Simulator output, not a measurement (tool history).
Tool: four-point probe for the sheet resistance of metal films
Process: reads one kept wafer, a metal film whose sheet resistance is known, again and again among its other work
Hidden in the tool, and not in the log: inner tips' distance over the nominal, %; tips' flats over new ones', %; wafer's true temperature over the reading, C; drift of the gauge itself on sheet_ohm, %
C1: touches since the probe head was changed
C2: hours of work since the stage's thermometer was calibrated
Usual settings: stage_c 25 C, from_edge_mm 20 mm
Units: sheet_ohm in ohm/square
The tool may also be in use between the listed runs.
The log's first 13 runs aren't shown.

-- hour=239.1 stage's thermometer calibrated, once more
run 14 hour=248.1 | stage_c=25 from_edge_mm=20 | C1=13080 C2=4 | sheet_ohm=1.074825
run 15 hour=271.6 | stage_c=25 from_edge_mm=20 | C1=13563 C2=15 | sheet_ohm=1.074631
run 16 hour=290.2 | stage_c=25 from_edge_mm=20 | C1=13944 C2=23 | sheet_ohm=1.074189
run 17 hour=307.5 | stage_c=19 from_edge_mm=58 | C1=14300 C2=31 | sheet_ohm=1.075289
run 18 hour=320.2 | stage_c=25 from_edge_mm=15 | C1=14560 C2=37 | sheet_ohm=1.075081
run 19 hour=341.6 | stage_c=20 from_edge_mm=10 | C1=15001 C2=47 | sheet_ohm=1.076682
run 20 hour=356.9 | stage_c=24 from_edge_mm=47 | C1=15314 C2=53 | sheet_ohm=1.074116
run 21 hour=377.2 | stage_c=24 from_edge_mm=21 | C1=15731 C2=63 | sheet_ohm=1.07465
run 22 hour=390.6 | stage_c=30 from_edge_mm=20 | C1=16007 C2=69 | sheet_ohm=1.073111
run 23 hour=408.3 | stage_c=34 from_edge_mm=3 | C1=16371 C2=77 | sheet_ohm=1.087982
run 24 hour=429.7 | stage_c=30 from_edge_mm=33 | C1=16810 C2=86 | sheet_ohm=1.072807
run 25 hour=444.1 | stage_c=21 from_edge_mm=33 | C1=17106 C2=93 | sheet_ohm=1.074142
run 26 hour=460.9 | stage_c=21 from_edge_mm=33 | C1=17451 C2=101 | sheet_ohm=1.074604
run 27 hour=477.4 | stage_c=24 from_edge_mm=4 | C1=17790 C2=108 | sheet_ohm=1.082891
run 28 hour=499.6 | stage_c=30 from_edge_mm=56 | C1=18246 C2=118 | sheet_ohm=1.073134
run 29 hour=520.2 | stage_c=30 from_edge_mm=56 | C1=18668 C2=128 | sheet_ohm=1.072858
run 30 hour=542.2 | stage_c=30 from_edge_mm=56 | C1=19121 C2=138 | sheet_ohm=1.072736

Forecast each of these 3 alternatives for the next run:
run A hour=557.9 | stage_c=25 from_edge_mm=50 | C1=19444 C2=145 | sheet_ohm=?
run B hour=557.9 | stage_c=23 from_edge_mm=13 | C1=19444 C2=145 | sheet_ohm=?
run C hour=557.9 | stage_c=31 from_edge_mm=48 | C1=19444 C2=145 | sheet_ohm=?

run=A sheet_ohm=1.073567
run=B sheet_ohm=1.07435
run=C sheet_ohm=1.072094
Without the tool's hidden state the same runs would have given:
run=A sheet_ohm=1.07936
run=B sheet_ohm=1.080146
run=C sheet_ohm=1.077882

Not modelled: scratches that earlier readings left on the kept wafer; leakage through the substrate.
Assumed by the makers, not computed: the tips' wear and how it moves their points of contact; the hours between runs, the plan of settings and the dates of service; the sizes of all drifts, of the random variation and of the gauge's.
